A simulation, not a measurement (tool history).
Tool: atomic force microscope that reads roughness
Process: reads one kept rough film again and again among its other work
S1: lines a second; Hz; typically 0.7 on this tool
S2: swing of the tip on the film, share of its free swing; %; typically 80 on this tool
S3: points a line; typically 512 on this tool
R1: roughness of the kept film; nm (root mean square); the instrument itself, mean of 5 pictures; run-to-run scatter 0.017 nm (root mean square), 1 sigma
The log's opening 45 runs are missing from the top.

Run 46, day 23.008: usual settings but S1 3.32 Hz. Result: R1 3.446 nm (root mean square).
Run 47, day 23.704: usual settings but S1 3.762 Hz, S2 76 %, S3 343. Result: R1 3.406 nm (root mean square).
Run 48, day 24.388: usual settings but S1 1.092 Hz, S2 60 %, S3 718. Result: R1 4.034 nm (root mean square).
Run 49, day 24.708: usual settings but S1 1.092 Hz, S2 60 %, S3 718. Result: R1 4.044 nm (root mean square).
Run 50, day 25.192: usual settings but S1 1.092 Hz, S2 60 %, S3 718. Result: R1 3.989 nm (root mean square).
Run 51, day 25.575: usual settings but S1 1.292 Hz, S2 68 %, S3 672. Result: R1 3.866 nm (root mean square).
Run 52, day 26.258: usual settings but S1 1.268 Hz, S2 70 %, S3 786. Result: R1 3.774 nm (root mean square).
At day 26.583: new tip fitted.
Run 53, day 26.6: usual settings but S1 1.268 Hz, S2 70 %, S3 786. Result: R1 4.158 nm (root mean square).

Each row is a separate what-if for the run after 53, all from the same tool condition, not one after another. Results?
Run A, day 26.921: usual settings but S1 1.194 Hz, S3 628. Result: R1 ?.
Run B, day 26.921: usual settings but S1 2.768 Hz, S2 70 %, S3 786. Result: R1 ?.
Run C, day 26.921: usual settings but S1 1.268 Hz, S2 73 %, S3 786. Result: R1 ?.
Run D, day 26.921: usual settings but S1 1.022 Hz, S2 78 %, S3 837. Result: R1 ?.

run     R1
  A  3.985
  B  3.886
  C  4.068
  D  4.051
With the hidden condition removed and each run's random variation left untouched, the same runs would have given:
run     R1
  A  4.032
  B  3.931
  C  4.115
  D  4.098

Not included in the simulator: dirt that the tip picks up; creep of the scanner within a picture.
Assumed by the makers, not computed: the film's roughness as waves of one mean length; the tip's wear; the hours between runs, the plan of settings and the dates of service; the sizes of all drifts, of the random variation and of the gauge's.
